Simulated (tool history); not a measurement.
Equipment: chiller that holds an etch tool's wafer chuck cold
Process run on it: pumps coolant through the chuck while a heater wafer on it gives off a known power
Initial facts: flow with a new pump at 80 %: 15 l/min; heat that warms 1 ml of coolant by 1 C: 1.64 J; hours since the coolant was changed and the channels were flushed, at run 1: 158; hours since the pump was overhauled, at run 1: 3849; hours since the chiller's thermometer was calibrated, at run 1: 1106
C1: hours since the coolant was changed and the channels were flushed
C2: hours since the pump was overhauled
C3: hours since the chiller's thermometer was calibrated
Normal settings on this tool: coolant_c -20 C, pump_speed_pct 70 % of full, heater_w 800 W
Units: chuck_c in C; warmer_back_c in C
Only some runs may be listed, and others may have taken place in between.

Run 1, hour 0: usual settings; C1 158; C2 3849; C3 1106. Result: chuck_c -11.9 C, warmer_back_c 2.32 C.
Run 2, hour 99.4: usual settings; C1 258; C2 3949; C3 1205. Result: chuck_c -11.9 C, warmer_back_c 2.31 C.
Run 3, hour 195.4: usual settings but heater_w 664 W; C1 354; C2 4045; C3 1301. Result: chuck_c -13.1 C, warmer_back_c 1.9 C.
Run 4, hour 300.7: usual settings but coolant_c -28 C; C1 459; C2 4150; C3 1407. Result: chuck_c -20 C, warmer_back_c 2.28 C.
Run 5, hour 370: usual settings but coolant_c -28 C; C1 528; C2 4219; C3 1476. Result: chuck_c -19.8 C, warmer_back_c 2.31 C.
Run 6, hour 462.9: usual settings but coolant_c -28 C; C1 621; C2 4312; C3 1569. Result: chuck_c -19.9 C, warmer_back_c 2.31 C.
Run 7, hour 549.2: usual settings but pump_speed_pct 67 % of full; C1 708; C2 4398; C3 1655. Result: chuck_c -11.5 C, warmer_back_c 2.4 C.
Run 8, hour 613.1: usual settings; C1 772; C2 4462; C3 1719. Result: chuck_c -11.8 C, warmer_back_c 2.33 C.
Run 9, hour 706.7: usual settings; C1 865; C2 4556; C3 1813. Result: chuck_c -11.7 C, warmer_back_c 2.33 C.
Run 10, hour 789: usual settings; C1 947; C2 4638; C3 1895. Result: chuck_c -11.6 C, warmer_back_c 2.34 C.
Run 11, hour 896.6: usual settings but pump_speed_pct 97 % of full, heater_w 469 W; C1 1055; C2 4746; C3 2003. Result: chuck_c -16.1 C, warmer_back_c 1 C.
Run 12, hour 974.2: usual settings but coolant_c -28 C, pump_speed_pct 85 % of full; C1 1133; C2 4823; C3 2080. Result: chuck_c -20.7 C, warmer_back_c 1.92 C.
Run 13, hour 1031.2: usual settings but coolant_c -27 C; C1 1190; C2 4880; C3 2137. Result: chuck_c -18.7 C, warmer_back_c 2.3 C.
Run 14, hour 1149.2: usual settings but pump_speed_pct 67 % of full, heater_w 663 W; C1 1308; C2 4998; C3 2255. Result: chuck_c -12.7 C, warmer_back_c 2 C.
Run 15, hour 1242.4: usual settings but pump_speed_pct 67 % of full, heater_w 663 W; C1 1401; C2 5092; C3 2348. Result: chuck_c -12.7 C, warmer_back_c 2.03 C.
Run 16, hour 1295.1: usual settings but coolant_c -28 C, pump_speed_pct 60 % of full, heater_w 663 W; C1 1454; C2 5144; C3 2401. Result: chuck_c -20.1 C, warmer_back_c 2.27 C.
Run 17, hour 1368.3: usual settings but coolant_c -23 C, heater_w 1172 W; C1 1527; C2 5218; C3 2474. Result: chuck_c -10.7 C, warmer_back_c 3.43 C.
Run 18, hour 1451.8: usual settings but pump_speed_pct 89 % of full, heater_w 471 W; C1 1610; C2 5301; C3 2558. Result: chuck_c -15.7 C, warmer_back_c 1.09 C.
Run 19, hour 1547: usual settings but coolant_c -13 C, pump_speed_pct 74 % of full, heater_w 471 W; C1 1705; C2 5396; C3 2653. Result: chuck_c -7.9 C, warmer_back_c 1.27 C.
Run 20, hour 1594.8: usual settings but coolant_c -13 C, pump_speed_pct 74 % of full, heater_w 471 W; C1 1753; C2 5444; C3 2701. Result: chuck_c -8.1 C, warmer_back_c 1.31 C.

4 options for the next run, each taken on its own from the tool as it stands now. Forecast them:
Run A, hour 1651.1: usual settings but pump_speed_pct 72 % of full; C1 1810; C2 5500; C3 2757. Result: chuck_c ?, warmer_back_c ?.
Run B, hour 1651.1: usual settings but coolant_c -29 C, pump_speed_pct 74 % of full, heater_w 471 W; C1 1810; C2 5500; C3 2757. Result: chuck_c ?, warmer_back_c ?.
Run C, hour 1651.1: usual settings but coolant_c -29 C; C1 1810; C2 5500; C3 2757. Result: chuck_c ?, warmer_back_c ?.
Run D, hour 1651.1: usual settings but coolant_c -12 C, pump_speed_pct 92 % of full, heater_w 1085 W; C1 1810; C2 5500; C3 2757. Result: chuck_c ?, warmer_back_c ?.

run  chuck_c  warmer_back_c
  A    -11.7           2.27
  B    -24.1           1.29
  C    -20.4           2.34
  D     -2.5           2.43
The same runs, with their run-to-run variation unchanged, on a tool lacking any hidden condition would have given:
run  chuck_c  warmer_back_c
  A    -12.5           2.17
  B    -24.7           1.24
  C    -21.2           2.24
  D     -3.4           2.33
